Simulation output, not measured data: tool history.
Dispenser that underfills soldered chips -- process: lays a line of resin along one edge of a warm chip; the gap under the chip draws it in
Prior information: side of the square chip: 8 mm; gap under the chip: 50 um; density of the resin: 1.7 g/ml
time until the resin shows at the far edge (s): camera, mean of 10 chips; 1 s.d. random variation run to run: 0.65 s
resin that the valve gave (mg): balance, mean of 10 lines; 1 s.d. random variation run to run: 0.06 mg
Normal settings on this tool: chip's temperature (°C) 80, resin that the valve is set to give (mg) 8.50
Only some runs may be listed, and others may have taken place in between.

run	hour	chip's temperature (°C)	resin that the valve is set to give (mg)	time until the resin shows at the far edge (s)	resin that the valve gave (mg)
1	0.0	80	8.50	83.2	8.21
# hour 2.0: new syringe of resin
2	3.4	80	8.50	62.7	8.23
3	5.9	80	8.50	71.9	8.19
4	9.2	80	8.50	86.8	8.28
# hour 10.7: new syringe of resin
5	12.5	80	8.50	64.4	8.23
6	15.0	80	7.81	74.6	7.45
# hour 19.2: new syringe of resin
7	19.9	80	8.50	60.5	8.20
8	23.0	80	8.50	72.1	7.98
# hour 27.8: new syringe of resin
9	27.9	80	8.50	58.4	8.11
10	30.9	80	8.50	69.0	8.07
# hour 36.4: new syringe of resin
11	36.4	80	7.69	59.3	7.35
12	41.4	80	7.69	79.9	7.24
13	43.9	80	7.69	88.8	7.19
# hour 44.9: new syringe of resin
14	49.4	80	7.69	76.2	7.16
15	52.1	80	7.50	88.5	7.06
# hour 53.4: new syringe of resin
16	56.4	80	8.50	68.3	8.04
17	58.7	80	8.50	78.5	7.92
# hour 62.0: new syringe of resin
18	64.1	69	9.05	99.6	8.44
19	66.3	69	8.27	112.9	7.69
# hour 70.7: new syringe of resin
20	71.0	69	8.27	91.6	7.76
21	75.6	69	8.27	114.7	7.76
# hour 79.2: new syringe of resin
22	79.2	68	8.50	92.2	7.89
23	82.4	92	9.06	43.7	8.38
24	84.6	93	9.90	47.0	9.15
# hour 87.7: new syringe of resin
25	87.7	94	10.87	33.7	10.02
26	91.2	94	10.87	40.8	10.02
27	93.9	79	8.99	81.1	8.30
# hour 96.3: new syringe of resin
28	96.5	93	7.77	35.7	7.07
29	99.8	86	9.02	53.8	8.24
30	103.6	92	9.06	52.9	8.36
# hour 104.8: new syringe of resin
31	108.1	92	9.06	44.7	8.31
32	112.7	73	10.00	115.3	8.93
# hour 113.5: new syringe of resin
33	116.6	77	7.23	80.6	6.52
34	119.7	93	8.50	50.3	7.70

Here are 3 independent what-if runs from the current tool condition. What would each one return?
# hour 122.0: new syringe of resin
A	124.9	73	8.17	?	?
# hour 122.0: new syringe of resin
B	124.9	83	9.68	?	?
# hour 122.0: new syringe of resin
C	124.9	73	8.50	?	?

run	time until the resin shows at the far edge (s)	resin that the valve gave (mg)
A	88.2	7.26
B	57.3	8.70
C	87.6	7.67
Without the tool's unlogged condition, the same runs would have read:
run	time until the resin shows at the far edge (s)	resin that the valve gave (mg)
A	75.9	8.06
B	49.9	9.65
C	75.7	8.51

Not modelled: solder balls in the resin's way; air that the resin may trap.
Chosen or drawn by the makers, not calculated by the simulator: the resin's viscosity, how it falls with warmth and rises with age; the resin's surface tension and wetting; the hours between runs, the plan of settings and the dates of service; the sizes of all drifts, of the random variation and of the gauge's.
